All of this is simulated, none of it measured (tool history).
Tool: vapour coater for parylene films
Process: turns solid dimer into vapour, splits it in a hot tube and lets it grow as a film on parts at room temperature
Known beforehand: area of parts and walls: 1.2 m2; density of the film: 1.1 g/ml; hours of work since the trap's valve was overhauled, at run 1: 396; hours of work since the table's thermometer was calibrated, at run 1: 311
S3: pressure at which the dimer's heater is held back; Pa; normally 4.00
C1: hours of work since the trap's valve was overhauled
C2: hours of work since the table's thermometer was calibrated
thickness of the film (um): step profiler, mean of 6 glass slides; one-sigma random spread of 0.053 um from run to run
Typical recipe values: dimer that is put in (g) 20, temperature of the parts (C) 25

{"run": 1, "hour": 0.0, "dimer that is put in (g)": 20, "temperature of the parts (C)": 25, "S3": 4.0, "C1": 396, "C2": 311, "thickness of the film (um)": 8.78}
{"hour": 9.7, "done": "trap's valve overhauled"}
{"run": 2, "hour": 70.2, "dimer that is put in (g)": 20, "temperature of the parts (C)": 25, "S3": 4.0, "C1": 51, "C2": 367, "thickness of the film (um)": 9.79}
{"run": 3, "hour": 111.5, "dimer that is put in (g)": 20, "temperature of the parts (C)": 25, "S3": 4.0, "C1": 87, "C2": 402, "thickness of the film (um)": 9.79}
{"run": 4, "hour": 140.2, "dimer that is put in (g)": 20, "temperature of the parts (C)": 25, "S3": 4.0, "C1": 111, "C2": 426, "thickness of the film (um)": 9.72}
{"run": 5, "hour": 178.3, "dimer that is put in (g)": 20, "temperature of the parts (C)": 25, "S3": 4.0, "C1": 143, "C2": 459, "thickness of the film (um)": 9.67}
{"run": 6, "hour": 216.1, "dimer that is put in (g)": 20, "temperature of the parts (C)": 25, "S3": 4.0, "C1": 175, "C2": 491, "thickness of the film (um)": 9.55}
{"run": 7, "hour": 249.7, "dimer that is put in (g)": 20, "temperature of the parts (C)": 25, "S3": 4.0, "C1": 204, "C2": 520, "thickness of the film (um)": 9.46}
{"run": 8, "hour": 298.4, "dimer that is put in (g)": 20, "temperature of the parts (C)": 18, "S3": 4.0, "C1": 245, "C2": 561, "thickness of the film (um)": 12.29}
{"run": 9, "hour": 353.8, "dimer that is put in (g)": 20, "temperature of the parts (C)": 18, "S3": 4.0, "C1": 293, "C2": 608, "thickness of the film (um)": 12.02}
{"run": 10, "hour": 420.0, "dimer that is put in (g)": 20, "temperature of the parts (C)": 25, "S3": 4.0, "C1": 349, "C2": 664, "thickness of the film (um)": 9.06}
{"run": 11, "hour": 451.9, "dimer that is put in (g)": 31, "temperature of the parts (C)": 25, "S3": 4.0, "C1": 376, "C2": 691, "thickness of the film (um)": 13.97}
{"hour": 486.4, "done": "trap's valve overhauled"}
{"run": 12, "hour": 490.9, "dimer that is put in (g)": 31, "temperature of the parts (C)": 25, "S3": 4.0, "C1": 4, "C2": 721, "thickness of the film (um)": 15.85}
{"run": 13, "hour": 539.2, "dimer that is put in (g)": 31, "temperature of the parts (C)": 25, "S3": 4.1, "C1": 45, "C2": 762, "thickness of the film (um)": 15.44}
{"run": 14, "hour": 594.7, "dimer that is put in (g)": 31, "temperature of the parts (C)": 25, "S3": 4.1, "C1": 92, "C2": 809, "thickness of the film (um)": 15.27}
{"run": 15, "hour": 641.7, "dimer that is put in (g)": 31, "temperature of the parts (C)": 25, "S3": 4.1, "C1": 132, "C2": 849, "thickness of the film (um)": 15.16}
{"run": 16, "hour": 691.1, "dimer that is put in (g)": 21, "temperature of the parts (C)": 18, "S3": 4.1, "C1": 174, "C2": 891, "thickness of the film (um)": 13.23}
{"run": 17, "hour": 723.7, "dimer that is put in (g)": 13, "temperature of the parts (C)": 24, "S3": 11.74, "C1": 202, "C2": 919, "thickness of the film (um)": 5.36}
{"run": 18, "hour": 754.5, "dimer that is put in (g)": 13, "temperature of the parts (C)": 24, "S3": 11.74, "C1": 228, "C2": 945, "thickness of the film (um)": 5.29}
{"run": 19, "hour": 809.1, "dimer that is put in (g)": 13, "temperature of the parts (C)": 24, "S3": 11.74, "C1": 274, "C2": 992, "thickness of the film (um)": 5.24}
{"hour": 813.4, "done": "table's thermometer calibrated"}
{"run": 20, "hour": 868.3, "dimer that is put in (g)": 13, "temperature of the parts (C)": 24, "S3": 11.74, "C1": 324, "C2": 47, "thickness of the film (um)": 5.27}
{"run": 21, "hour": 924.3, "dimer that is put in (g)": 23, "temperature of the parts (C)": 24, "S3": 5.02, "C1": 371, "C2": 94, "thickness of the film (um)": 10.66}
{"hour": 961.9, "done": "trap's valve overhauled"}
{"run": 22, "hour": 969.3, "dimer that is put in (g)": 22, "temperature of the parts (C)": 25, "S3": 4.0, "C1": 6, "C2": 129, "thickness of the film (um)": 11.61}
{"run": 23, "hour": 1012.1, "dimer that is put in (g)": 13, "temperature of the parts (C)": 30, "S3": 2.61, "C1": 43, "C2": 166, "thickness of the film (um)": 6.01}
{"hour": 1037.4, "done": "table's thermometer calibrated, once more"}
{"run": 24, "hour": 1045.0, "dimer that is put in (g)": 21, "temperature of the parts (C)": 17, "S3": 2.33, "C1": 70, "C2": 7, "thickness of the film (um)": 15.14}
{"run": 25, "hour": 1093.8, "dimer that is put in (g)": 25, "temperature of the parts (C)": 27, "S3": 10.38, "C1": 111, "C2": 48, "thickness of the film (um)": 9.4}
{"run": 26, "hour": 1131.5, "dimer that is put in (g)": 28, "temperature of the parts (C)": 31, "S3": 4.0, "C1": 143, "C2": 80, "thickness of the film (um)": 10.61}
{"run": 27, "hour": 1174.2, "dimer that is put in (g)": 28, "temperature of the parts (C)": 30, "S3": 4.0, "C1": 180, "C2": 116, "thickness of the film (um)": 11.0}
{"run": 28, "hour": 1220.0, "dimer that is put in (g)": 15, "temperature of the parts (C)": 21, "S3": 2.78, "C1": 219, "C2": 155, "thickness of the film (um)": 8.75}
{"run": 29, "hour": 1257.0, "dimer that is put in (g)": 31, "temperature of the parts (C)": 25, "S3": 4.0, "C1": 250, "C2": 187, "thickness of the film (um)": 14.27}

Predict each of these 4 candidate next runs independently; none follows another, all start after run 29:
{"run": "A", "hour": 1309.1, "dimer that is put in (g)": 20, "temperature of the parts (C)": 25, "S3": 5.24, "C1": 294, "C2": 231, "thickness of the film (um)": "?"}
{"run": "B", "hour": 1309.1, "dimer that is put in (g)": 20, "temperature of the parts (C)": 20, "S3": 2.39, "C1": 294, "C2": 231, "thickness of the film (um)": "?"}
{"run": "C", "hour": 1309.1, "dimer that is put in (g)": 31, "temperature of the parts (C)": 34, "S3": 4.0, "C1": 294, "C2": 231, "thickness of the film (um)": "?"}
{"run": "D", "hour": 1309.1, "dimer that is put in (g)": 28, "temperature of the parts (C)": 25, "S3": 4.0, "C1": 294, "C2": 231, "thickness of the film (um)": "?"}

run=A thickness_of_the_film_(um)=8.69
run=B thickness_of_the_film_(um)=12.23
run=C thickness_of_the_film_(um)=10.01
run=D thickness_of_the_film_(um)=12.78
Had the tool no hidden state, the same runs would have come out as:
run=A thickness_of_the_film_(um)=9.53
run=B thickness_of_the_film_(um)=13.42
run=C thickness_of_the_film_(um)=10.99
run=D thickness_of_the_film_(um)=14.03
